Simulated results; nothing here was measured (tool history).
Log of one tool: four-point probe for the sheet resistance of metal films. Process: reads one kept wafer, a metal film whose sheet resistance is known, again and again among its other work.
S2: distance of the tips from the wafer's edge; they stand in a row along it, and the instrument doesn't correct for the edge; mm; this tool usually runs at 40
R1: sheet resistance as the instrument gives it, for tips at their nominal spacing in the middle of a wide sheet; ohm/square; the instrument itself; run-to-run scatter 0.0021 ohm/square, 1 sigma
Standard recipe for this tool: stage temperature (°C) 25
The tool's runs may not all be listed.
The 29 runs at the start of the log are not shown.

Run 30, day 32.992: usual settings but stage temperature (°C) 30, S2 57 mm. Result: R1 10.597149 ohm/square.
Run 31, day 33.629: usual settings but stage temperature (°C) 30, S2 6 mm. Result: R1 10.660377 ohm/square.
Run 32, day 35.129: usual settings but stage temperature (°C) 35, S2 41 mm. Result: R1 10.645532 ohm/square.
Run 33, day 36.512: usual settings but stage temperature (°C) 31, S2 3 mm. Result: R1 10.855467 ohm/square.
Run 34, day 37.788: usual settings but stage temperature (°C) 28, S2 70 mm. Result: R1 10.574242 ohm/square.
Run 35, day 38.85: usual settings but stage temperature (°C) 28, S2 70 mm. Result: R1 10.573491 ohm/square.
Run 36, day 40.133: usual settings but S2 46 mm. Result: R1 10.543938 ohm/square.
Run 37, day 41.083: usual settings but stage temperature (°C) 28, S2 29 mm. Result: R1 10.57622 ohm/square.
Run 38, day 41.729: usual settings but stage temperature (°C) 29, S2 41 mm. Result: R1 10.583345 ohm/square.
Run 39, day 42.729: usual settings but stage temperature (°C) 29, S2 41 mm. Result: R1 10.585798 ohm/square.
Run 40, day 43.575: usual settings but S2 15 mm. Result: R1 10.551178 ohm/square.
Run 41, day 44.262: usual settings but stage temperature (°C) 33, S2 13 mm. Result: R1 10.629181 ohm/square.
Run 42, day 45.104: usual settings but stage temperature (°C) 28. Result: R1 10.572855 ohm/square.
Run 43, day 46.233: usual settings but stage temperature (°C) 28. Result: R1 10.571667 ohm/square.
Run 44, day 47.367: usual settings but stage temperature (°C) 33, S2 6 mm. Result: R1 10.68395 ohm/square.

What if the next run were any one of these 3? Each begins from the tool's condition after run 44:
Run A, day 48.292: usual settings but S2 36 mm. Result: R1 ?.
Run B, day 48.292: usual settings but stage temperature (°C) 33, S2 28 mm. Result: R1 ?.
Run C, day 48.292: usual settings but stage temperature (°C) 19, S2 19 mm. Result: R1 ?.

run         R1
  A  10.539171
  B  10.622545
  C  10.484436
Without the tool's hidden state the same runs would have given:
run         R1
  A  10.526667
  B  10.609242
  C  10.472545
